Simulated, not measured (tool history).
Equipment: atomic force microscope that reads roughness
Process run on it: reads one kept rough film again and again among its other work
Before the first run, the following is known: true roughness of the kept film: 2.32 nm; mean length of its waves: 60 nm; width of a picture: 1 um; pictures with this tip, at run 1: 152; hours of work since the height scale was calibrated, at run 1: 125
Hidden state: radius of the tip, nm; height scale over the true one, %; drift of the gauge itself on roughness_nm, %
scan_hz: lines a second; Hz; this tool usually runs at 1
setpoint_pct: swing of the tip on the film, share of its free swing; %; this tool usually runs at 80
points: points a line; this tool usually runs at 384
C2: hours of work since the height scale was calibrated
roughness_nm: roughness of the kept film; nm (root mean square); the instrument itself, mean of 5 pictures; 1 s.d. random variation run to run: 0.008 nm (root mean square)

run 1 hour=0 | scan_hz=1 setpoint_pct=80 points=384 | pictures_with_this_tip=152 C2=125 | roughness_nm=2.023
run 2 hour=12 | scan_hz=1 setpoint_pct=80 points=384 | pictures_with_this_tip=163 C2=131 | roughness_nm=2.026
run 3 hour=38.2 | scan_hz=1 setpoint_pct=80 points=343 | pictures_with_this_tip=188 C2=146 | roughness_nm=1.993
run 4 hour=65.7 | scan_hz=1 setpoint_pct=80 points=668 | pictures_with_this_tip=213 C2=161 | roughness_nm=1.988
run 5 hour=77.5 | scan_hz=1 setpoint_pct=80 points=391 | pictures_with_this_tip=224 C2=167 | roughness_nm=1.97
-- hour=83.9 new tip fitted
run 6 hour=95.5 | scan_hz=1 setpoint_pct=80 points=391 | pictures_with_this_tip=10 C2=177 | roughness_nm=2.093
run 7 hour=115.4 | scan_hz=1 setpoint_pct=80 points=351 | pictures_with_this_tip=29 C2=188 | roughness_nm=2.083
run 8 hour=141.3 | scan_hz=1 setpoint_pct=80 points=419 | pictures_with_this_tip=53 C2=202 | roughness_nm=2.072
run 9 hour=162.9 | scan_hz=1 setpoint_pct=80 points=419 | pictures_with_this_tip=73 C2=214 | roughness_nm=2.06
run 10 hour=190.1 | scan_hz=1 setpoint_pct=80 points=419 | pictures_with_this_tip=98 C2=229 | roughness_nm=2.052
run 11 hour=215.4 | scan_hz=1 setpoint_pct=80 points=384 | pictures_with_this_tip=122 C2=243 | roughness_nm=2.044
run 12 hour=241.9 | scan_hz=1 setpoint_pct=80 points=384 | pictures_with_this_tip=147 C2=257 | roughness_nm=2.03
run 13 hour=268.3 | scan_hz=1 setpoint_pct=80 points=576 | pictures_with_this_tip=171 C2=272 | roughness_nm=1.992
run 14 hour=286.6 | scan_hz=1 setpoint_pct=80 points=576 | pictures_with_this_tip=188 C2=282 | roughness_nm=2.005
run 15 hour=311.1 | scan_hz=1 setpoint_pct=80 points=805 | pictures_with_this_tip=211 C2=295 | roughness_nm=1.986
run 16 hour=324.5 | scan_hz=0.57 setpoint_pct=80 points=384 | pictures_with_this_tip=223 C2=303 | roughness_nm=2.043
-- hour=332 new tip fitted
run 17 hour=336.5 | scan_hz=0.57 setpoint_pct=80 points=384 | pictures_with_this_tip=4 C2=309 | roughness_nm=2.161
run 18 hour=351.6 | scan_hz=0.57 setpoint_pct=80 points=384 | pictures_with_this_tip=18 C2=317 | roughness_nm=2.152
run 19 hour=369.3 | scan_hz=0.57 setpoint_pct=80 points=384 | pictures_with_this_tip=35 C2=327 | roughness_nm=2.141
run 20 hour=382 | scan_hz=0.57 setpoint_pct=80 points=384 | pictures_with_this_tip=46 C2=334 | roughness_nm=2.13
run 21 hour=399.6 | scan_hz=0.79 setpoint_pct=80 points=384 | pictures_with_this_tip=63 C2=344 | roughness_nm=2.116
run 22 hour=416 | scan_hz=2.29 setpoint_pct=80 points=384 | pictures_with_this_tip=78 C2=353 | roughness_nm=1.871
run 23 hour=437.6 | scan_hz=2.29 setpoint_pct=80 points=384 | pictures_with_this_tip=98 C2=364 | roughness_nm=1.852
run 24 hour=450.9 | scan_hz=2.29 setpoint_pct=80 points=384 | pictures_with_this_tip=110 C2=372 | roughness_nm=1.859
run 25 hour=474.4 | scan_hz=2.29 setpoint_pct=86 points=384 | pictures_with_this_tip=132 C2=385 | roughness_nm=1.743
run 26 hour=493.8 | scan_hz=2.29 setpoint_pct=86 points=384 | pictures_with_this_tip=150 C2=395 | roughness_nm=1.745
run 27 hour=516.3 | scan_hz=1 setpoint_pct=80 points=605 | pictures_with_this_tip=171 C2=408 | roughness_nm=2.011
run 28 hour=535.5 | scan_hz=1 setpoint_pct=80 points=605 | pictures_with_this_tip=189 C2=418 | roughness_nm=2.006
run 29 hour=552.5 | scan_hz=1.13 setpoint_pct=67 points=747 | pictures_with_this_tip=205 C2=427 | roughness_nm=2.055
run 30 hour=577.5 | scan_hz=1.13 setpoint_pct=67 points=747 | pictures_with_this_tip=228 C2=441 | roughness_nm=2.046
-- hour=580.6 new tip fitted
run 31 hour=598.3 | scan_hz=1.13 setpoint_pct=79 points=313 | pictures_with_this_tip=16 C2=452 | roughness_nm=2.066
run 32 hour=625.1 | scan_hz=0.75 setpoint_pct=85 points=350 | pictures_with_this_tip=41 C2=467 | roughness_nm=2.088
run 33 hour=651.6 | scan_hz=1.94 setpoint_pct=60 points=279 | pictures_with_this_tip=66 C2=482 | roughness_nm=2.122
run 34 hour=674.9 | scan_hz=1.94 setpoint_pct=80 points=279 | pictures_with_this_tip=87 C2=494 | roughness_nm=1.906
run 35 hour=688.3 | scan_hz=1.94 setpoint_pct=80 points=279 | pictures_with_this_tip=100 C2=502 | roughness_nm=1.903
run 36 hour=714.9 | scan_hz=3.46 setpoint_pct=59 points=361 | pictures_with_this_tip=124 C2=516 | roughness_nm=2.028
run 37 hour=736.7 | scan_hz=1.66 setpoint_pct=71 points=361 | pictures_with_this_tip=145 C2=528 | roughness_nm=2.018
run 38 hour=748.8 | scan_hz=0.55 setpoint_pct=56 points=340 | pictures_with_this_tip=156 C2=535 | roughness_nm=2.151
run 39 hour=762.3 | scan_hz=2.08 setpoint_pct=80 points=384 | pictures_with_this_tip=169 C2=543 | roughness_nm=1.857
run 40 hour=783.9 | scan_hz=3.09 setpoint_pct=71 points=911 | pictures_with_this_tip=189 C2=554 | roughness_nm=1.866
run 41 hour=796.8 | scan_hz=0.57 setpoint_pct=56 points=257 | pictures_with_this_tip=201 C2=561 | roughness_nm=2.129
run 42 hour=823.9 | scan_hz=1 setpoint_pct=64 points=381 | pictures_with_this_tip=226 C2=576 | roughness_nm=2.059
-- hour=827.5 new tip fitted
run 43 hour=852.5 | scan_hz=2.07 setpoint_pct=74 points=434 | pictures_with_this_tip=23 C2=592 | roughness_nm=1.996
run 44 hour=867.7 | scan_hz=1.79 setpoint_pct=80 points=516 | pictures_with_this_tip=37 C2=600 | roughness_nm=1.969
run 45 hour=881.7 | scan_hz=1.64 setpoint_pct=64 points=987 | pictures_with_this_tip=50 C2=608 | roughness_nm=2.128
run 46 hour=899.2 | scan_hz=0.56 setpoint_pct=78 points=388 | pictures_with_this_tip=66 C2=617 | roughness_nm=2.136
run 47 hour=925.4 | scan_hz=0.56 setpoint_pct=78 points=388 | pictures_with_this_tip=91 C2=632 | roughness_nm=2.125
run 48 hour=947.8 | scan_hz=0.84 setpoint_pct=78 points=388 | pictures_with_this_tip=112 C2=644 | roughness_nm=2.078
run 49 hour=971.2 | scan_hz=0.84 setpoint_pct=89 points=388 | pictures_with_this_tip=133 C2=657 | roughness_nm=2.004
run 50 hour=985.4 | scan_hz=3.54 setpoint_pct=82 points=379 | pictures_with_this_tip=146 C2=665 | roughness_nm=1.658
run 51 hour=1002.7 | scan_hz=3.54 setpoint_pct=82 points=379 | pictures_with_this_tip=163 C2=674 | roughness_nm=1.652
run 52 hour=1019.8 | scan_hz=1 setpoint_pct=62 points=384 | pictures_with_this_tip=178 C2=684 | roughness_nm=2.099
run 53 hour=1043.9 | scan_hz=1.64 setpoint_pct=62 points=415 | pictures_with_this_tip=201 C2=697 | roughness_nm=2.042

Each run again, without the hidden state but with its own random variation kept:
run=1 roughness_nm=2.109
run=2 roughness_nm=2.117
run=3 roughness_nm=2.094
run=4 roughness_nm=2.102
run=5 roughness_nm=2.088
run=6 roughness_nm=2.101
run=7 roughness_nm=2.1
run=8 roughness_nm=2.102
run=9 roughness_nm=2.1
run=10 roughness_nm=2.106
run=11 roughness_nm=2.11
run=12 roughness_nm=2.108
run=13 roughness_nm=2.08
run=14 roughness_nm=2.103
run=15 roughness_nm=2.095
run=16 roughness_nm=2.161
run=17 roughness_nm=2.169
run=18 roughness_nm=2.168
run=19 roughness_nm=2.166
run=20 roughness_nm=2.161
run=21 roughness_nm=2.156
run=22 roughness_nm=1.915
run=23 roughness_nm=1.905
run=24 roughness_nm=1.918
run=25 roughness_nm=1.807
run=26 roughness_nm=1.817
run=27 roughness_nm=2.107
run=28 roughness_nm=2.11
run=29 roughness_nm=2.171
run=30 roughness_nm=2.175
run=31 roughness_nm=2.083
run=32 roughness_nm=2.119
run=33 roughness_nm=2.167
run=34 roughness_nm=1.956
run=35 roughness_nm=1.958
run=36 roughness_nm=2.101
run=37 roughness_nm=2.101
run=38 roughness_nm=2.246
run=39 roughness_nm=1.944
run=40 roughness_nm=1.962
run=41 roughness_nm=2.246
run=42 roughness_nm=2.185
run=43 roughness_nm=2.015
run=44 roughness_nm=1.996
run=45 roughness_nm=2.164
run=46 roughness_nm=2.181
run=47 roughness_nm=2.183
run=48 roughness_nm=2.145
run=49 roughness_nm=2.078
run=50 roughness_nm=1.725
run=51 roughness_nm=1.726
run=52 roughness_nm=2.201
run=53 roughness_nm=2.154
